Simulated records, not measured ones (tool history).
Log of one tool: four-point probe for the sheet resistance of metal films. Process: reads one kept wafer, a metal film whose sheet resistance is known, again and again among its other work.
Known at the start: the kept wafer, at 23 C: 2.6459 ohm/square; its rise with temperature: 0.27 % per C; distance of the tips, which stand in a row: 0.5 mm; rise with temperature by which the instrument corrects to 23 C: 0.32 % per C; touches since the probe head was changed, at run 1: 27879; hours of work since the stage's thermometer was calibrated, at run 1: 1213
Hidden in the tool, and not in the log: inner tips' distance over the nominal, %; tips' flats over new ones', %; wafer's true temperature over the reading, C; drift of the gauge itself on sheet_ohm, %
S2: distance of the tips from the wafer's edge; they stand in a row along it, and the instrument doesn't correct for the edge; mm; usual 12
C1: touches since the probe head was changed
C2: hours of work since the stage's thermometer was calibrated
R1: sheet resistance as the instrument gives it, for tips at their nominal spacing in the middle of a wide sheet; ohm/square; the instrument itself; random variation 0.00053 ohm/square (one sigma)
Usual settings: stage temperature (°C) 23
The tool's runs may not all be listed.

Run 1, day 0: usual settings; C1 27879; C2 1213. Result: R1 2.660165 ohm/square.
Run 2, day 1.492: usual settings but stage temperature (°C) 26; C1 28534; C2 1227. Result: R1 2.655202 ohm/square.
Run 3, day 2.662: usual settings but stage temperature (°C) 26; C1 29045; C2 1238. Result: R1 2.654857 ohm/square.
Run 4, day 4.192: usual settings but stage temperature (°C) 27; C1 29716; C2 1253. Result: R1 2.653331 ohm/square.
At day 4.908: stage's thermometer calibrated.
Run 5, day 5.296: usual settings but stage temperature (°C) 27; C1 30191; C2 4. Result: R1 2.653373 ohm/square.
Run 6, day 6.762: usual settings; C1 30833; C2 18. Result: R1 2.658026 ohm/square.
Run 7, day 7.571: usual settings; C1 31188; C2 26. Result: R1 2.657268 ohm/square.
Run 8, day 8.792: usual settings; C1 31722; C2 38. Result: R1 2.656845 ohm/square.
Run 9, day 10.508: usual settings; C1 32474; C2 54. Result: R1 2.656836 ohm/square.
Run 10, day 11.983: usual settings; C1 33122; C2 68. Result: R1 2.65555 ohm/square.
Run 11, day 12.712: usual settings; C1 33441; C2 75. Result: R1 2.656362 ohm/square.
Run 12, day 13.471: usual settings; C1 33772; C2 83. Result: R1 2.655925 ohm/square.
Run 13, day 14.392: usual settings; C1 34176; C2 92. Result: R1 2.655872 ohm/square.
Run 14, day 15.962: usual settings; C1 34864; C2 107. Result: R1 2.656306 ohm/square.
Run 15, day 16.783: usual settings but stage temperature (°C) 19; C1 35224; C2 115. Result: R1 2.66066 ohm/square.
Run 16, day 17.696: usual settings but stage temperature (°C) 19; C1 35624; C2 124. Result: R1 2.660643 ohm/square.
Run 17, day 19.312: usual settings but stage temperature (°C) 19; C1 36332; C2 139. Result: R1 2.660619 ohm/square.
Run 18, day 20.217: usual settings but stage temperature (°C) 19, S2 14 mm; C1 36729; C2 148. Result: R1 2.660579 ohm/square.
Run 19, day 21.279: usual settings but stage temperature (°C) 19, S2 14 mm; C1 37195; C2 158. Result: R1 2.660538 ohm/square.
Run 20, day 22.833: usual settings but stage temperature (°C) 19, S2 14 mm; C1 37874; C2 173. Result: R1 2.658958 ohm/square.
Run 21, day 24.283: usual settings but stage temperature (°C) 27, S2 7 mm; C1 38511; C2 187. Result: R1 2.654752 ohm/square.
Run 22, day 25.862: usual settings but stage temperature (°C) 29, S2 59 mm; C1 39202; C2 203. Result: R1 2.644374 ohm/square.
Run 23, day 27.05: usual settings but stage temperature (°C) 31, S2 14 mm; C1 39723; C2 214. Result: R1 2.644463 ohm/square.
Run 24, day 28.771: usual settings but stage temperature (°C) 32, S2 10 mm; C1 40476; C2 231. Result: R1 2.644626 ohm/square.
Run 25, day 29.608: usual settings but stage temperature (°C) 18, S2 13 mm; C1 40844; C2 239. Result: R1 2.661652 ohm/square.
Run 26, day 30.338: usual settings but stage temperature (°C) 18, S2 13 mm; C1 41164; C2 246. Result: R1 2.660191 ohm/square.
Run 27, day 31.312: usual settings but stage temperature (°C) 18, S2 13 mm; C1 41591; C2 255. Result: R1 2.66065 ohm/square.
Run 28, day 32.842: usual settings but stage temperature (°C) 18, S2 13 mm; C1 42261; C2 270. Result: R1 2.659744 ohm/square.
Run 29, day 34.158: usual settings but S2 10 mm; C1 42838; C2 283. Result: R1 2.655518 ohm/square.
Run 30, day 35.458: usual settings but S2 10 mm; C1 43407; C2 295. Result: R1 2.655271 ohm/square.
Run 31, day 36.433: usual settings but stage temperature (°C) 27, S2 50 mm; C1 43835; C2 305. Result: R1 2.647244 ohm/square.
Run 32, day 37.958: usual settings but stage temperature (°C) 19, S2 50 mm; C1 44503; C2 319. Result: R1 2.656986 ohm/square.
Run 33, day 38.729: usual settings but stage temperature (°C) 21; C1 44841; C2 327. Result: R1 2.656456 ohm/square.
Run 34, day 39.8: usual settings but stage temperature (°C) 32, S2 8 mm; C1 45309; C2 337. Result: R1 2.645599 ohm/square.
Run 35, day 41.05: usual settings but stage temperature (°C) 32, S2 5 mm; C1 45857; C2 349. Result: R1 2.654683 ohm/square.
Run 36, day 42.075: usual settings but stage temperature (°C) 32, S2 5 mm; C1 46307; C2 359. Result: R1 2.654179 ohm/square.
Run 37, day 43.508: usual settings but stage temperature (°C) 22, S2 57 mm; C1 46934; C2 373. Result: R1 2.65233 ohm/square.
Run 38, day 44.788: usual settings but S2 5 mm; C1 47496; C2 386. Result: R1 2.665043 ohm/square.
Run 39, day 46.525: usual settings but stage temperature (°C) 18, S2 4 mm; C1 48257; C2 402. Result: R1 2.678764 ohm/square.

3 ways to go on from here, each from the tool as it stands after run 39. What would each give?
Run A, day 47.5: usual settings but stage temperature (°C) 19; C1 48683; C2 412. Result: R1 ?.
Run B, day 47.5: usual settings but stage temperature (°C) 35, S2 20 mm; C1 48683; C2 412. Result: R1 ?.
Run C, day 47.5: usual settings but stage temperature (°C) 22, S2 3 mm; C1 48683; C2 412. Result: R1 ?.

run        R1
  A  2.657657
  B  2.636449
  C  2.689992
Without the tool's hidden state the same runs would have given:
run        R1
  A   2.65304
  B  2.631912
  C  2.685331
